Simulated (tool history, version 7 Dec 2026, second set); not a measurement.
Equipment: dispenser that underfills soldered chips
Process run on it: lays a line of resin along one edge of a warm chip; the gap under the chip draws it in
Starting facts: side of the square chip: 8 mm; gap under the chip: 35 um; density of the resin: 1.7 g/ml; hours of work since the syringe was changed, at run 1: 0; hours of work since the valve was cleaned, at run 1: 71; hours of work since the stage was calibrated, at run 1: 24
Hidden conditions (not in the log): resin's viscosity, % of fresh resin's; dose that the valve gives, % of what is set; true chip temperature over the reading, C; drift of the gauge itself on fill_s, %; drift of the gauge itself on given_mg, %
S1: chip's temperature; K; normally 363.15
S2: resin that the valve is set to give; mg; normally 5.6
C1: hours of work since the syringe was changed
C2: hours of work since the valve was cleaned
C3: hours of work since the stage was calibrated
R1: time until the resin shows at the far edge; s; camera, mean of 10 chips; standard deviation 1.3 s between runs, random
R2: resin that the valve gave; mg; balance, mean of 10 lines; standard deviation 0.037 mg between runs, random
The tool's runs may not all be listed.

run	hour	S1	S2	C1	C2	C3	R1	R2
1	0	363.15	5.6	0	71	24	134.9	5.35
2	5.7	363.15	5.6	5	76	29	168.3	5.31
# hour 8.2: new syringe of resin
3	11.6	363.15	5.6	3	80	33	149.3	5.31
# hour 16.8: new syringe of resin
4	20.7	363.15	5.6	3	87	40	156.6	5.31
# hour 25.7: new syringe of resin
5	26.8	363.15	5.6	1	91	44	134.6	5.28
6	32.3	363.15	5.88	5	95	48	165.7	5.47
# hour 34.2: new syringe of resin
7	36.8	363.15	5.6	2	98	51	145.4	5.2
# hour 42.6: new syringe of resin
8	43.1	363.15	6.85	0	103	56	126.1	6.38
# hour 47.1: dispensing valve cleaned and set on the balance
9	48.9	363.15	5.49	4	1	60	158.2	5.49
# hour 52.5: new syringe of resin
10	57.8	363.15	5.49	4	8	66	161.5	5.45
# hour 61.1: new syringe of resin
11	63	354.15	5.49	1	12	70	183.8	5.39
# hour 69.9: new syringe of resin
12	72.2	354.15	5.49	2	18	77	187.3	5.37
# hour 78.7: new syringe of resin
13	80.9	350.15	5.6	2	25	83	215.6	5.49
# hour 87.2: new syringe of resin
14	89.3	363.15	5.6	2	31	89	141.1	5.39
# hour 95.9: new syringe of resin
15	97.9	360.15	7.12	2	37	95	151.9	6.86
# hour 104.6: new syringe of resin
16	104.7	350.15	6.93	0	42	100	188.1	6.69
# hour 113.1: new syringe of resin
17	114.5	355.15	5.83	1	50	108	170.8	5.59
# hour 121.5: new syringe of resin
18	122.7	356.15	6.77	1	56	114	162.7	6.53
# hour 130.3: new syringe of resin
19	132.7	363.15	5.73	2	63	121	140.7	5.49
# hour 139.3: new syringe of resin
20	142	363.15	5.73	2	70	128	141.8	5.41
# hour 147.8: new syringe of resin
21	151.7	376.15	7.29	3	77	135	98.9	6.89
# hour 156.1: new syringe of resin
22	157.5	374.15	5.12	1	81	139	100.6	4.75
23	162.2	374.15	5.12	5	85	143	121.4	4.84
# hour 164.6: new syringe of resin
24	172.1	357.15	5.99	6	92	150	207	5.6
# hour 173.4: new syringe of resin
25	177.8	357.15	5.99	3	96	154	178.9	5.53
# hour 182.2: new syringe of resin
26	187.2	353.15	7.13	4	103	161	208.8	6.58
# hour 190.9: new syringe of resin
# hour 191.9: dispensing valve cleaned and set on the balance
27	193.5	353.15	7.13	1	1	165	182.6	7.13
28	199	370.15	4.83	5	5	169	144	4.84

Forecast each of these 3 alternatives for the next run:
# hour 200.4: new syringe of resin
A	205.8	364.15	4.83	4	10	174	?	?
# hour 200.4: new syringe of resin
B	205.8	350.15	6.63	4	10	174	?	?
# hour 200.4: new syringe of resin
C	205.8	370.15	5.62	4	10	174	?	?

run	R1	R2
A	156.7	4.79
B	230.3	6.58
C	126.1	5.63
Take away the tool's hidden state, keep each run's random variation, and the runs would have read:
run	R1	R2
A	129.8	4.82
B	191.7	6.62
C	104.4	5.67
